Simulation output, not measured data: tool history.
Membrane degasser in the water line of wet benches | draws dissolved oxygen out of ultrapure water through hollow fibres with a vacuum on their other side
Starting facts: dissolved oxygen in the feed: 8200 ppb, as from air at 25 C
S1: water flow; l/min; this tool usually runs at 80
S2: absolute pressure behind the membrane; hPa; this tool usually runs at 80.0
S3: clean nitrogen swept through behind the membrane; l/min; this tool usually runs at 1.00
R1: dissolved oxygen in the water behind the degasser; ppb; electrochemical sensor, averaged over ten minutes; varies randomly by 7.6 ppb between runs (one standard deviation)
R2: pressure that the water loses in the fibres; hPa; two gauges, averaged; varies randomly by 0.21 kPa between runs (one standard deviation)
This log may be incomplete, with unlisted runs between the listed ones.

run 1 hour=0.0 | S1=80 S2=80.0 S3=1.00 | R1=840.5 R2=489.8
run 2 hour=126.9 | S1=80 S2=80.0 S3=1.88 | R1=609.3 R2=490.9
-- hour=159.4 vacuum gauge calibrated
run 3 hour=265.2 | S1=80 S2=80.0 S3=0.76 | R1=884.4 R2=495.6
run 4 hour=473.6 | S1=75 S2=80.0 S3=1.00 | R1=752.9 R2=464.6
run 5 hour=659.1 | S1=76 S2=80.0 S3=1.00 | R1=739.9 R2=470.9
run 6 hour=813.8 | S1=80 S2=137.9 S3=1.00 | R1=1402.1 R2=498.8
run 7 hour=917.4 | S1=80 S2=80.0 S3=1.00 | R1=786.8 R2=497.9
run 8 hour=1060.4 | S1=80 S2=80.0 S3=1.00 | R1=786.1 R2=497.1
run 9 hour=1174.6 | S1=80 S2=80.0 S3=1.00 | R1=786.4 R2=497.5
run 10 hour=1316.0 | S1=80 S2=105.3 S3=0.94 | R1=1106.0 R2=497.0
run 11 hour=1430.8 | S1=80 S2=55.9 S3=1.00 | R1=510.9 R2=498.0
run 12 hour=1601.5 | S1=80 S2=58.0 S3=1.00 | R1=548.0 R2=500.3
run 13 hour=1762.8 | S1=80 S2=72.8 S3=0.44 | R1=1019.0 R2=504.2
run 14 hour=1885.0 | S1=77 S2=96.4 S3=0.61 | R1=1191.9 R2=478.2
run 15 hour=2041.1 | S1=77 S2=96.4 S3=0.61 | R1=1225.5 R2=481.6

Alternative continuations, all from the tool just after run 15; predict every row:
run A hour=2212.8 | S1=111 S2=95.3 S3=1.17 | R1=? R2=?
run B hour=2212.8 | S1=114 S2=96.4 S3=1.56 | R1=? R2=?
run C hour=2212.8 | S1=77 S2=96.4 S3=2.26 | R1=? R2=?

run=A R1=1227.3 R2=701.3
run=B R1=1171.2 R2=714.6
run=C R1=612.0 R2=480.8
With no hidden state in the tool, these same runs would have given:
run=A R1=1157.8 R2=663.0
run=B R1=1097.6 R2=675.6
run=C R1=569.7 R2=454.5
